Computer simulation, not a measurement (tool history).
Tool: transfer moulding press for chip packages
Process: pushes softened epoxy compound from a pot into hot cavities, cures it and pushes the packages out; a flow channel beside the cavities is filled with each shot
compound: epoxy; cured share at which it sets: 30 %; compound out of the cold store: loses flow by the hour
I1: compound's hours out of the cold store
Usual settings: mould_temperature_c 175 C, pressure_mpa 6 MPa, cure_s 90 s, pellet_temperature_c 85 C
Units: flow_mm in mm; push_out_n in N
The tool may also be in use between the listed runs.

{"run": 1, "day": 0.0, "mould_temperature_c": 175, "pressure_mpa": 6, "cure_s": 90, "pellet_temperature_c": 85, "I1": 42.8, "flow_mm": 903, "push_out_n": 682}
{"day": 0.475, "done": "cavities cleaned with cleaning compound and waxed"}
{"run": 2, "day": 3.183, "mould_temperature_c": 175, "pressure_mpa": 6, "cure_s": 90, "pellet_temperature_c": 85, "I1": 14.6, "flow_mm": 1021, "push_out_n": 708}
{"day": 3.792, "done": "cavities cleaned with cleaning compound and waxed"}
{"run": 3, "day": 4.604, "mould_temperature_c": 175, "pressure_mpa": 6, "cure_s": 90, "pellet_temperature_c": 85, "I1": 8.3, "flow_mm": 1047, "push_out_n": 632}
{"day": 6.992, "done": "cavities cleaned with cleaning compound and waxed"}
{"run": 4, "day": 7.908, "mould_temperature_c": 175, "pressure_mpa": 6, "cure_s": 90, "pellet_temperature_c": 85, "I1": 14.5, "flow_mm": 1000, "push_out_n": 599}
{"day": 10.112, "done": "cavities cleaned with cleaning compound and waxed"}
{"run": 5, "day": 10.112, "mould_temperature_c": 175, "pressure_mpa": 7.39, "cure_s": 90, "pellet_temperature_c": 85, "I1": 35.8, "flow_mm": 984, "push_out_n": 473}
{"run": 6, "day": 12.592, "mould_temperature_c": 175, "pressure_mpa": 6, "cure_s": 94, "pellet_temperature_c": 85, "I1": 32.7, "flow_mm": 889, "push_out_n": 625}
{"day": 13.317, "done": "cavities cleaned with cleaning compound and waxed"}
{"day": 14.058, "done": "mould's thermocouples calibrated"}
{"run": 7, "day": 14.808, "mould_temperature_c": 175, "pressure_mpa": 6, "cure_s": 94, "pellet_temperature_c": 85, "I1": 30.8, "flow_mm": 886, "push_out_n": 525}
{"day": 16.671, "done": "cavities cleaned with cleaning compound and waxed"}
{"run": 8, "day": 16.996, "mould_temperature_c": 175, "pressure_mpa": 6, "cure_s": 94, "pellet_temperature_c": 85, "I1": 17, "flow_mm": 939, "push_out_n": 507}
{"day": 18.896, "done": "plunger's sealing rings changed"}
{"day": 19.95, "done": "cavities cleaned with cleaning compound and waxed"}
{"run": 9, "day": 20.058, "mould_temperature_c": 175, "pressure_mpa": 6, "cure_s": 90, "pellet_temperature_c": 85, "I1": 14.6, "flow_mm": 1020, "push_out_n": 486}
{"run": 10, "day": 21.6, "mould_temperature_c": 175, "pressure_mpa": 6, "cure_s": 90, "pellet_temperature_c": 85, "I1": 16.8, "flow_mm": 1002, "push_out_n": 635}
{"day": 23.15, "done": "cavities cleaned with cleaning compound and waxed"}
{"run": 11, "day": 23.692, "mould_temperature_c": 175, "pressure_mpa": 6, "cure_s": 90, "pellet_temperature_c": 85, "I1": 46.9, "flow_mm": 863, "push_out_n": 490}
{"run": 12, "day": 26.192, "mould_temperature_c": 175, "pressure_mpa": 6, "cure_s": 90, "pellet_temperature_c": 85, "I1": 47.9, "flow_mm": 843, "push_out_n": 635}
{"day": 26.525, "done": "cavities cleaned with cleaning compound and waxed"}
{"run": 13, "day": 29.283, "mould_temperature_c": 175, "pressure_mpa": 6, "cure_s": 90, "pellet_temperature_c": 85, "I1": 9.1, "flow_mm": 1013, "push_out_n": 695}
{"day": 29.721, "done": "cavities cleaned with cleaning compound and waxed"}
{"run": 14, "day": 31.775, "mould_temperature_c": 175, "pressure_mpa": 6, "cure_s": 90, "pellet_temperature_c": 85, "I1": 22, "flow_mm": 937, "push_out_n": 646}
{"day": 32.854, "done": "cavities cleaned with cleaning compound and waxed"}
{"run": 15, "day": 33.825, "mould_temperature_c": 175, "pressure_mpa": 6, "cure_s": 90, "pellet_temperature_c": 88, "I1": 12.5, "flow_mm": 973, "push_out_n": 585}
{"day": 36.104, "done": "cavities cleaned with cleaning compound and waxed"}
{"run": 16, "day": 36.271, "mould_temperature_c": 175, "pressure_mpa": 6.38, "cure_s": 90, "pellet_temperature_c": 85, "I1": 25.2, "flow_mm": 933, "push_out_n": 507}
{"day": 38.092, "done": "plunger's sealing rings changed"}
{"day": 39.5, "done": "cavities cleaned with cleaning compound and waxed"}
{"run": 17, "day": 39.654, "mould_temperature_c": 170, "pressure_mpa": 7.08, "cure_s": 89, "pellet_temperature_c": 85, "I1": 21.4, "flow_mm": 1102, "push_out_n": 784}
{"run": 18, "day": 42.492, "mould_temperature_c": 170, "pressure_mpa": 7.05, "cure_s": 88, "pellet_temperature_c": 92, "I1": 45.3, "flow_mm": 959, "push_out_n": 951}
{"day": 42.846, "done": "cavities cleaned with cleaning compound and waxed"}
{"run": 19, "day": 45.779, "mould_temperature_c": 181, "pressure_mpa": 5.24, "cure_s": 85, "pellet_temperature_c": 89, "I1": 27.3, "flow_mm": 854, "push_out_n": 563}
{"day": 45.975, "done": "cavities cleaned with cleaning compound and waxed"}
{"run": 20, "day": 47.512, "mould_temperature_c": 175, "pressure_mpa": 4.85, "cure_s": 90, "pellet_temperature_c": 79, "I1": 12.6, "flow_mm": 898, "push_out_n": 673}
{"day": 49.142, "done": "cavities cleaned with cleaning compound and waxed"}
{"run": 21, "day": 49.829, "mould_temperature_c": 175, "pressure_mpa": 4.87, "cure_s": 121, "pellet_temperature_c": 76, "I1": 40.6, "flow_mm": 772, "push_out_n": 425}
{"day": 52.404, "done": "cavities cleaned with cleaning compound and waxed"}
{"run": 22, "day": 52.875, "mould_temperature_c": 180, "pressure_mpa": 4.87, "cure_s": 121, "pellet_temperature_c": 82, "I1": 28.1, "flow_mm": 799, "push_out_n": 390}
{"run": 23, "day": 54.762, "mould_temperature_c": 180, "pressure_mpa": 4.87, "cure_s": 108, "pellet_temperature_c": 82, "I1": 27.7, "flow_mm": 784, "push_out_n": 505}
{"day": 55.542, "done": "cavities cleaned with cleaning compound and waxed"}
{"day": 56.592, "done": "mould's thermocouples calibrated"}
{"day": 57.408, "done": "plunger's sealing rings changed"}
{"run": 24, "day": 58.079, "mould_temperature_c": 180, "pressure_mpa": 4.92, "cure_s": 72, "pellet_temperature_c": 82, "I1": 45.9, "flow_mm": 781, "push_out_n": 705}
{"day": 58.888, "done": "cavities cleaned with cleaning compound and waxed"}
{"run": 25, "day": 61.358, "mould_temperature_c": 180, "pressure_mpa": 4.92, "cure_s": 80, "pellet_temperature_c": 81, "I1": 23.8, "flow_mm": 859, "push_out_n": 591}
{"day": 62.017, "done": "cavities cleaned with cleaning compound and waxed"}
{"run": 26, "day": 62.754, "mould_temperature_c": 180, "pressure_mpa": 4.92, "cure_s": 80, "pellet_temperature_c": 83, "I1": 30.4, "flow_mm": 826, "push_out_n": 519}

Forecast each of these 4 alternatives for the next run:
{"run": "A", "day": 64.592, "mould_temperature_c": 180, "pressure_mpa": 6.93, "cure_s": 80, "pellet_temperature_c": 83, "I1": 32.9, "flow_mm": "?", "push_out_n": "?"}
{"run": "B", "day": 64.592, "mould_temperature_c": 175, "pressure_mpa": 7.47, "cure_s": 90, "pellet_temperature_c": 85, "I1": 38.6, "flow_mm": "?", "push_out_n": "?"}
{"run": "C", "day": 64.592, "mould_temperature_c": 172, "pressure_mpa": 6, "cure_s": 90, "pellet_temperature_c": 85, "I1": 13.4, "flow_mm": "?", "push_out_n": "?"}
{"run": "D", "day": 64.592, "mould_temperature_c": 167, "pressure_mpa": 5.57, "cure_s": 97, "pellet_temperature_c": 85, "I1": 13.6, "flow_mm": "?", "push_out_n": "?"}

run=A flow_mm=963 push_out_n=618
run=B flow_mm=995 push_out_n=640
run=C flow_mm=1028 push_out_n=820
run=D flow_mm=1001 push_out_n=1024
Without the tool's hidden state the same runs would have given:
run=A flow_mm=994 push_out_n=431
run=B flow_mm=1027 push_out_n=444
run=C flow_mm=1061 push_out_n=565
run=D flow_mm=1034 push_out_n=706
